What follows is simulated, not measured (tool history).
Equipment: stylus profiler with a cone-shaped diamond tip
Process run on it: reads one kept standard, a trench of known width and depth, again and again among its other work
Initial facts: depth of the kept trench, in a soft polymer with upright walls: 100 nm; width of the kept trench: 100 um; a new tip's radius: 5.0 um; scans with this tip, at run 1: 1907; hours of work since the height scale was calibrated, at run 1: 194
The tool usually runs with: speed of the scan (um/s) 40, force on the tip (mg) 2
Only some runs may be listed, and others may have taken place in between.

| run | hour | speed of the scan (um/s) | force on the tip (mg) | scans with this tip | hours of work since the height scale was calibrated | depth of the trench (nm) | width of the trench's floor (µm) |
|---|---|---|---|---|---|---|---|
| 1 | 0 | 40 | 2 | 1907 | 194 | 100.73 | 97.68 |
| 2 | 85.1 | 40 | 2 | 2316 | 235 | 100.76 | 97.66 |
| 3 | 172.2 | 40 | 2 | 2735 | 278 | 100.73 | 97.67 |
| 4 | 240.9 | 40 | 2 | 3065 | 311 | 100.71 | 97.59 |
| 5 | 298.4 | 40 | 2 | 3341 | 339 | 100.71 | 97.64 |
| 6 | 378.6 | 40 | 0.85 | 3727 | 378 | 100.34 | 97.43 |
| 7 | 469 | 40 | 0.85 | 4161 | 422 | 100.39 | 97.53 |
| 8 | 546.4 | 40 | 0.85 | 4533 | 460 | 100.3 | 97.45 |
| 9 | 591 | 40 | 0.85 | 4748 | 482 | 100.32 | 97.51 |
| 10 | 691.8 | 40 | 5.69 | 5232 | 531 | 101.46 | 97.66 |
| 11 | 776.7 | 55 | 2.02 | 5640 | 572 | 100.7 | 97.43 |
| 12 | 819.4 | 111 | 2 | 5846 | 593 | 100.63 | 97.12 |
| 13 | 878.8 | 28 | 0.94 | 6131 | 622 | 100.27 | 97.52 |
| 14 | 973.1 | 28 | 0.94 | 6584 | 668 | 100.31 | 97.45 |
| 15 | 1014 | 155 | 3.32 | 6781 | 688 | 100.94 | 97.03 |
| 16 | 1056.9 | 42 | 5.74 | 6987 | 709 | 101.44 | 97.63 |
| 17 | 1110.6 | 42 | 5.74 | 7246 | 735 | 101.43 | 97.53 |
| 18 | 1178.7 | 45 | 5.82 | 7573 | 769 | 101.43 | 97.54 |

Consider 5 possible next runs. They are alternatives, not a sequence: every one starts from the tool as it was left by run 18. What does each give?
| A | 1223.4 | 90 | 0.83 | 7787 | 790 | ? | ? |
| B | 1223.4 | 21 | 5.82 | 7787 | 790 | ? | ? |
| C | 1223.4 | 112 | 1.09 | 7787 | 790 | ? | ? |
| D | 1223.4 | 21 | 3 | 7787 | 790 | ? | ? |
| E | 1223.4 | 22 | 5.82 | 7787 | 790 | ? | ? |

| run | depth of the trench (nm) | width of the trench's floor (µm) |
|---|---|---|
| A | 100.19 | 96.87 |
| B | 101.42 | 97.63 |
| C | 100.29 | 96.86 |
| D | 100.83 | 97.64 |
| E | 101.41 | 97.54 |
Stripped of hidden state, with their random variation kept, the same runs would have yielded:
| run | depth of the trench (nm) | width of the trench's floor (µm) |
|---|---|---|
| A | 100.41 | 97.21 |
| B | 101.64 | 97.96 |
| C | 100.51 | 97.19 |
| D | 101.05 | 97.97 |
| E | 101.63 | 97.88 |
